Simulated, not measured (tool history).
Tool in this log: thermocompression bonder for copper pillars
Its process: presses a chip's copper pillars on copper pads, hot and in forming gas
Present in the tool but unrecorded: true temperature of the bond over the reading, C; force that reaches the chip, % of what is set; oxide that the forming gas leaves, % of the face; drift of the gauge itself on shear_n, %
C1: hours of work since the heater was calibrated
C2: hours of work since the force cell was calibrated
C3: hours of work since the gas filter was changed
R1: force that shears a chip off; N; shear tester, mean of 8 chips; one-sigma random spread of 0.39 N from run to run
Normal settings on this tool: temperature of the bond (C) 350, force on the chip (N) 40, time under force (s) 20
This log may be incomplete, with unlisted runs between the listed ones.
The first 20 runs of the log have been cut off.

run 21 hour=750.7 | temperature_of_the_bond_(C)=350 force_on_the_chip_(N)=40 time_under_force_(s)=20 | C1=1172 C2=1376 C3=364 | R1=49.8
-- hour=767.1 force cell calibrated
run 22 hour=781.3 | temperature_of_the_bond_(C)=365 force_on_the_chip_(N)=34 time_under_force_(s)=12 | C1=1194 C2=11 C3=386 | R1=43.6
run 23 hour=820.3 | temperature_of_the_bond_(C)=365 force_on_the_chip_(N)=34 time_under_force_(s)=46 | C1=1223 C2=40 C3=415 | R1=65.4
run 24 hour=855.1 | temperature_of_the_bond_(C)=325 force_on_the_chip_(N)=51 time_under_force_(s)=23 | C1=1249 C2=66 C3=441 | R1=53.2
-- hour=883.8 forming gas filter changed
run 25 hour=892.9 | temperature_of_the_bond_(C)=325 force_on_the_chip_(N)=30 time_under_force_(s)=16 | C1=1277 C2=94 C3=7 | R1=33.1
run 26 hour=930.6 | temperature_of_the_bond_(C)=325 force_on_the_chip_(N)=30 time_under_force_(s)=52 | C1=1305 C2=122 C3=35 | R1=49.7
run 27 hour=977.1 | temperature_of_the_bond_(C)=325 force_on_the_chip_(N)=30 time_under_force_(s)=52 | C1=1340 C2=156 C3=70 | R1=49.8
run 28 hour=1001.2 | temperature_of_the_bond_(C)=357 force_on_the_chip_(N)=44 time_under_force_(s)=20 | C1=1358 C2=174 C3=88 | R1=60.6
run 29 hour=1048.1 | temperature_of_the_bond_(C)=357 force_on_the_chip_(N)=44 time_under_force_(s)=20 | C1=1393 C2=209 C3=123 | R1=60.0
run 30 hour=1079.9 | temperature_of_the_bond_(C)=357 force_on_the_chip_(N)=44 time_under_force_(s)=20 | C1=1417 C2=233 C3=146 | R1=59.0
run 31 hour=1109.8 | temperature_of_the_bond_(C)=357 force_on_the_chip_(N)=44 time_under_force_(s)=20 | C1=1439 C2=256 C3=169 | R1=59.5
run 32 hour=1139.2 | temperature_of_the_bond_(C)=357 force_on_the_chip_(N)=44 time_under_force_(s)=20 | C1=1461 C2=277 C3=191 | R1=59.4
run 33 hour=1179.7 | temperature_of_the_bond_(C)=362 force_on_the_chip_(N)=44 time_under_force_(s)=13 | C1=1491 C2=308 C3=221 | R1=54.0
run 34 hour=1208.3 | temperature_of_the_bond_(C)=362 force_on_the_chip_(N)=44 time_under_force_(s)=13 | C1=1513 C2=329 C3=242 | R1=53.6
run 35 hour=1246.2 | temperature_of_the_bond_(C)=362 force_on_the_chip_(N)=44 time_under_force_(s)=13 | C1=1541 C2=357 C3=271 | R1=53.7
run 36 hour=1278.7 | temperature_of_the_bond_(C)=374 force_on_the_chip_(N)=44 time_under_force_(s)=42 | C1=1565 C2=382 C3=295 | R1=77.0
run 37 hour=1320.9 | temperature_of_the_bond_(C)=353 force_on_the_chip_(N)=40 time_under_force_(s)=20 | C1=1597 C2=413 C3=326 | R1=54.5
-- hour=1341.3 heater calibrated with a thermocouple chip
run 38 hour=1368.0 | temperature_of_the_bond_(C)=353 force_on_the_chip_(N)=40 time_under_force_(s)=20 | C1=20 C2=447 C3=360 | R1=50.9
run 39 hour=1413.5 | temperature_of_the_bond_(C)=353 force_on_the_chip_(N)=52 time_under_force_(s)=48 | C1=54 C2=481 C3=394 | R1=74.6

Branching from run 39: 5 alternative next runs. What would each branch give?
run A hour=1452.4 | temperature_of_the_bond_(C)=342 force_on_the_chip_(N)=33 time_under_force_(s)=11 | C1=83 C2=510 C3=423 | R1=?
run B hour=1452.4 | temperature_of_the_bond_(C)=350 force_on_the_chip_(N)=34 time_under_force_(s)=13 | C1=83 C2=510 C3=423 | R1=?
run C hour=1452.4 | temperature_of_the_bond_(C)=359 force_on_the_chip_(N)=40 time_under_force_(s)=53 | C1=83 C2=510 C3=423 | R1=?
run D hour=1452.4 | temperature_of_the_bond_(C)=353 force_on_the_chip_(N)=25 time_under_force_(s)=12 | C1=83 C2=510 C3=423 | R1=?
run E hour=1452.4 | temperature_of_the_bond_(C)=350 force_on_the_chip_(N)=26 time_under_force_(s)=34 | C1=83 C2=510 C3=423 | R1=?

run=A R1=32.6
run=B R1=38.3
run=C R1=69.2
run=D R1=29.0
run=E R1=43.8
With no hidden state in the tool, these same runs would have given:
run=A R1=34.5
run=B R1=40.5
run=C R1=72.7
run=D R1=30.7
run=E R1=46.3

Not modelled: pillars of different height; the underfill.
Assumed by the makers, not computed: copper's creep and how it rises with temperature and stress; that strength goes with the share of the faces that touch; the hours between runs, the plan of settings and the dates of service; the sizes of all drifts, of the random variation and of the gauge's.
